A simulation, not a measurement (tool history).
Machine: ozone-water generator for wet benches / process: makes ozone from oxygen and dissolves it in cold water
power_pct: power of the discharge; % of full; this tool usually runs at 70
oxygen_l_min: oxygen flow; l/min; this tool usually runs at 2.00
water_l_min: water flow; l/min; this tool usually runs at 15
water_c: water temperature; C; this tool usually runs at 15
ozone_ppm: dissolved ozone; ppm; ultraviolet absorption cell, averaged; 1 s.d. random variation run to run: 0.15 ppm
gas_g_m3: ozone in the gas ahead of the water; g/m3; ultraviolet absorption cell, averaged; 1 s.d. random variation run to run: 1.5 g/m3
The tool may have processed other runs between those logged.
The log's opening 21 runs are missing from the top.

| run | hour | power_pct | oxygen_l_min | water_l_min | water_c | ozone_ppm | gas_g_m3 |
|---|---|---|---|---|---|---|---|
| 22 | 3038.9 | 49 | 2.64 | 11 | 16 | 20.1 | 170.4 |
| 23 | 3175.5 | 49 | 2.64 | 11 | 16 | 20.0 | 172.7 |
| 24 | 3269.3 | 97 | 2.00 | 10 | 15 | 38.2 | 349.7 |
| 25 | 3421.8 | 97 | 2.00 | 10 | 15 | 38.2 | 351.9 |
| 26 | 3526.5 | 70 | 1.25 | 15 | 21 | 17.0 | 356.0 |
| 27 | 3633.9 | 42 | 2.04 | 15 | 8 | 13.8 | 174.0 |
| 28 | 3725.2 | 72 | 2.00 | 15 | 15 | 19.5 | 278.1 |
| 29 | 3815.7 | 70 | 1.16 | 10 | 15 | 27.8 | 368.4 |
| 30 | 3985.2 | 85 | 1.11 | 23 | 15 | 11.7 | 441.7 |
| 31 | 4087.0 | 86 | 1.26 | 23 | 14 | 12.3 | 418.0 |
| 32 | 4281.4 | 86 | 1.59 | 23 | 14 | 13.4 | 364.0 |

Branching from run 32: 4 alternative next runs. What would each branch give?
| A | 4457.0 | 86 | 1.59 | 23 | 11 | ? | ? |
| B | 4457.0 | 66 | 1.07 | 15 | 14 | ? | ? |
| C | 4457.0 | 92 | 1.55 | 15 | 15 | ? | ? |
| D | 4457.0 | 91 | 2.00 | 15 | 20 | ? | ? |

| run | ozone_ppm | gas_g_m3 |
|---|---|---|
| A | 13.3 | 363.2 |
| B | 16.6 | 367.1 |
| C | 23.4 | 386.2 |
| D | 23.1 | 332.9 |
Had the tool no hidden state, the same runs would have come out as:
| run | ozone_ppm | gas_g_m3 |
|---|---|---|
| A | 13.3 | 372.2 |
| B | 16.6 | 376.1 |
| C | 23.5 | 395.8 |
| D | 23.1 | 341.1 |
